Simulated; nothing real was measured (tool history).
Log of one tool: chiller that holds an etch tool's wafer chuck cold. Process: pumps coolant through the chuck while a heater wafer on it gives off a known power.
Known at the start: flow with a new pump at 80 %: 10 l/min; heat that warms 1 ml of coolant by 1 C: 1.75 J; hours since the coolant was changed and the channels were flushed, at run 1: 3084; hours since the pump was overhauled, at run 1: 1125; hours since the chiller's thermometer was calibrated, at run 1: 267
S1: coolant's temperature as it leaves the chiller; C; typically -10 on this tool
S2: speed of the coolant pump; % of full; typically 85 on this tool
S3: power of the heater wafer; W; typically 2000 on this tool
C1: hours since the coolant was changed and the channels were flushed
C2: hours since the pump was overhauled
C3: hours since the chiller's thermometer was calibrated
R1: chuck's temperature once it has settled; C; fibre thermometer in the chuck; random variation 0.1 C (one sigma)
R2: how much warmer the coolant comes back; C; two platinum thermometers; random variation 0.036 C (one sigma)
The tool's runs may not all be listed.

{"run": 1, "hour": 0.0, "S1": -10, "S2": 85, "S3": 2000, "C1": 3084, "C2": 1125, "C3": 267, "R1": 8.9, "R2": 6.56}
{"run": 2, "hour": 234.9, "S1": -10, "S2": 85, "S3": 2000, "C1": 3319, "C2": 1360, "C3": 502, "R1": 9.0, "R2": 6.58}
{"run": 3, "hour": 441.8, "S1": -10, "S2": 85, "S3": 2000, "C1": 3526, "C2": 1567, "C3": 709, "R1": 9.1, "R2": 6.66}
{"run": 4, "hour": 598.8, "S1": -10, "S2": 85, "S3": 2000, "C1": 3683, "C2": 1724, "C3": 866, "R1": 9.2, "R2": 6.65}
{"run": 5, "hour": 753.2, "S1": -10, "S2": 85, "S3": 1804, "C1": 3837, "C2": 1878, "C3": 1020, "R1": 7.6, "R2": 6.06}
{"run": 6, "hour": 947.2, "S1": -10, "S2": 85, "S3": 2000, "C1": 4031, "C2": 2072, "C3": 1214, "R1": 9.8, "R2": 6.64}
{"run": 7, "hour": 1152.5, "S1": -10, "S2": 85, "S3": 2000, "C1": 4236, "C2": 2278, "C3": 1419, "R1": 9.9, "R2": 6.64}
{"run": 8, "hour": 1366.6, "S1": -10, "S2": 85, "S3": 2000, "C1": 4451, "C2": 2492, "C3": 1634, "R1": 10.2, "R2": 6.76}
{"run": 9, "hour": 1570.1, "S1": -10, "S2": 85, "S3": 2000, "C1": 4654, "C2": 2695, "C3": 1837, "R1": 10.4, "R2": 6.81}
{"run": 10, "hour": 1760.5, "S1": -10, "S2": 85, "S3": 2000, "C1": 4844, "C2": 2886, "C3": 2027, "R1": 10.5, "R2": 6.76}
{"hour": 1958.9, "done": "coolant changed, channels flushed"}
{"run": 11, "hour": 1999.3, "S1": -10, "S2": 69, "S3": 2000, "C1": 40, "C2": 3118, "C3": 2260, "R1": 10.7, "R2": 8.55}
{"run": 12, "hour": 2180.6, "S1": -10, "S2": 60, "S3": 2000, "C1": 222, "C2": 3300, "C3": 2442, "R1": 13.3, "R2": 9.88}
{"hour": 2225.5, "done": "chiller's thermometer calibrated"}
{"run": 13, "hour": 2278.6, "S1": -3, "S2": 82, "S3": 2240, "C1": 319, "C2": 3397, "C3": 53, "R1": 17.5, "R2": 8.02}
{"run": 14, "hour": 2470.0, "S1": -5, "S2": 66, "S3": 2240, "C1": 510, "C2": 3588, "C3": 244, "R1": 19.2, "R2": 10.02}
{"run": 15, "hour": 2662.1, "S1": -12, "S2": 89, "S3": 2046, "C1": 702, "C2": 3780, "C3": 437, "R1": 6.0, "R2": 6.68}
{"run": 16, "hour": 2767.2, "S1": -12, "S2": 89, "S3": 1408, "C1": 807, "C2": 3885, "C3": 542, "R1": 0.5, "R2": 4.66}
{"run": 17, "hour": 2930.2, "S1": -7, "S2": 63, "S3": 1119, "C1": 970, "C2": 4048, "C3": 705, "R1": 5.7, "R2": 5.29}
{"run": 18, "hour": 3043.7, "S1": -7, "S2": 63, "S3": 1119, "C1": 1084, "C2": 4162, "C3": 818, "R1": 5.8, "R2": 5.26}
{"run": 19, "hour": 3267.3, "S1": -14, "S2": 67, "S3": 1416, "C1": 1307, "C2": 4385, "C3": 1042, "R1": 1.7, "R2": 6.41}
{"run": 20, "hour": 3471.5, "S1": -4, "S2": 85, "S3": 2166, "C1": 1512, "C2": 4590, "C3": 1246, "R1": 16.5, "R2": 7.59}
{"run": 21, "hour": 3585.3, "S1": -8, "S2": 71, "S3": 1021, "C1": 1625, "C2": 4703, "C3": 1360, "R1": 3.2, "R2": 4.33}
{"run": 22, "hour": 3734.4, "S1": -14, "S2": 93, "S3": 1729, "C1": 1774, "C2": 4852, "C3": 1509, "R1": 1.7, "R2": 5.6}

Alternative continuations, all from the tool just after run 22; predict every row:
{"run": "A", "hour": 3901.8, "S1": -8, "S2": 85, "S3": 2554, "C1": 1942, "C2": 5020, "C3": 1676, "R1": "?", "R2": "?"}
{"run": "B", "hour": 3901.8, "S1": -14, "S2": 68, "S3": 1254, "C1": 1942, "C2": 5020, "C3": 1676, "R1": "?", "R2": "?"}
{"run": "C", "hour": 3901.8, "S1": -10, "S2": 67, "S3": 1468, "C1": 1942, "C2": 5020, "C3": 1676, "R1": "?", "R2": "?"}
{"run": "D", "hour": 3901.8, "S1": -14, "S2": 69, "S3": 1729, "C1": 1942, "C2": 5020, "C3": 1676, "R1": "?", "R2": "?"}
{"run": "E", "hour": 3901.8, "S1": -3, "S2": 93, "S3": 2578, "C1": 1942, "C2": 5020, "C3": 1676, "R1": "?", "R2": "?"}

run=A R1=16.5 R2=9.01
run=B R1=0.0 R2=5.62
run=C R1=6.7 R2=6.75
run=D R1=5.1 R2=7.60
run=E R1=20.3 R2=8.26
Stripped of hidden state, with their random variation kept, the same runs would have yielded:
run=A R1=13.8 R2=8.22
run=B R1=-1.7 R2=5.13
run=C R1=4.8 R2=6.17
run=D R1=2.9 R2=6.94
run=E R1=17.7 R2=7.53

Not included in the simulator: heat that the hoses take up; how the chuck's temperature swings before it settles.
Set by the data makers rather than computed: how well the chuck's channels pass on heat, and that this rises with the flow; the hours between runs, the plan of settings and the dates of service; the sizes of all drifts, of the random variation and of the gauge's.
